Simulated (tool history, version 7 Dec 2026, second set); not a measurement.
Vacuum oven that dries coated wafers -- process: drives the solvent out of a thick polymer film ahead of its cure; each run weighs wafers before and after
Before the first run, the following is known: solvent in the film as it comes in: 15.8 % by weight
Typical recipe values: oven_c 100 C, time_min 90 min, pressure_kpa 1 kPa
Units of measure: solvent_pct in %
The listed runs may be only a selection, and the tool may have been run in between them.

run,day,oven_c,time_min,pressure_kpa,solvent_pct
1,0,100,90,1,1.93
2,1.3,100,90,1,1.9
3,3.446,100,90,1,1.89
4,5.492,100,90,1,1.87
5,6.417,100,90,1,1.87
# day 7.258: vacuum gauge cleaned of residue and calibrated
6,7.742,100,90,1,1.82
7,9.496,88,90,1,3.85
8,11.312,88,90,1,3.86
# day 12.075: oven's thermocouples calibrated
9,12.767,88,90,1,3.88
10,14.129,88,90,1,3.88
11,15.058,88,90,1,3.87
12,16.846,100,90,1,1.81
13,18.546,100,90,1,1.87
14,19.8,100,77,1,2.17
15,21.612,100,77,1,2.19
16,23.183,111,90,1,0.96
17,24.267,90,76,1,3.98
18,26.396,90,76,1.13,4.29
19,27.588,100,144,1.73,2.31
20,29.429,109,90,1,1.15
21,31.558,89,47,2.19,7.75
22,33.342,89,47,2.19,7.82
23,35.2,89,90,1.23,4.07
24,36.938,89,90,1.23,4.02
25,37.979,111,65,3.01,2.92
26,39.067,111,65,3.01,2.92
27,40.042,111,70,2.07,2.18
28,41.721,111,70,2.07,2.08
29,42.8,108,49,1.58,2.78
30,44.112,97,56,1,3.82

Predict each of these 3 candidate next runs independently; none follows another, all start after run 30:
A,46.171,85,51,1.67,?
B,46.171,87,50,1.3,?
C,46.171,108,149,2.09,?

run,solvent_pct
A,7.78
B,6.84
C,2.03
Stripped of hidden state, with their random variation kept, the same runs would have yielded:
run,solvent_pct
A,7.76
B,6.82
C,2.02

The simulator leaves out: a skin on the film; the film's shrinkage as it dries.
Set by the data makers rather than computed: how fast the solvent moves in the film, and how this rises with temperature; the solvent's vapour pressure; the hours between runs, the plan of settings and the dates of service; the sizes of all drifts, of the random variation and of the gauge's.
